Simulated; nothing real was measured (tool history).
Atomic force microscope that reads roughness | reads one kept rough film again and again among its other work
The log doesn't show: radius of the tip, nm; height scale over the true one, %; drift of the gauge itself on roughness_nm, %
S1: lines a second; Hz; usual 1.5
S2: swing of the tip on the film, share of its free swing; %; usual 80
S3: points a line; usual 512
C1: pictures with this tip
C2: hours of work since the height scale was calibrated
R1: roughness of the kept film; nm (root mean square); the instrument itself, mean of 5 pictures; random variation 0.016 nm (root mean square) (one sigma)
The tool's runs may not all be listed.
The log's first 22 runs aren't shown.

run	hour	S1	S2	S3	C1	C2	R1
23	420.9	1.89	80	267	144	651	2.701
24	433.1	1.89	80	267	159	659	2.665
25	452	1.89	80	267	182	671	2.57
26	477.5	1.5	56	512	213	688	2.798
27	489.6	1.85	67	377	228	697	2.611
# hour 494.4: new tip fitted
28	515.3	1.68	78	737	25	713	3.72
29	540.7	1.43	56	978	56	730	3.794
30	559.1	1.26	56	978	78	743	3.632
31	580	1.45	90	614	103	757	2.957
32	591.4	1.45	61	271	117	764	3.212
33	607.4	1.45	61	271	137	775	3.085
34	628.8	1.03	86	283	163	789	2.74
35	648.5	1.54	71	512	186	802	2.82
36	662.2	1.54	67	465	203	812	2.784
37	674.4	1.5	75	336	218	820	2.616
# hour 686.2: new tip fitted
38	701.3	1.5	55	341	18	837	4.129
39	713.2	2.27	73	915	32	845	3.683
40	739.3	2.27	73	915	64	863	3.443
41	762.9	2.27	73	915	92	879	3.23
42	783.1	2.27	81	452	117	892	2.884

Forecast each of these 4 alternatives for the next run:
A	795.9	3.15	60	387	132	901	?
B	795.9	1.5	65	721	132	901	?
C	795.9	1.5	80	300	132	901	?
D	795.9	3.47	81	1015	132	901	?

run	R1
A	3.079
B	3.196
C	2.953
D	2.588
Without the tool's hidden state the same runs would have given:
run	R1
A	4.1
B	4.256
C	3.935
D	3.446
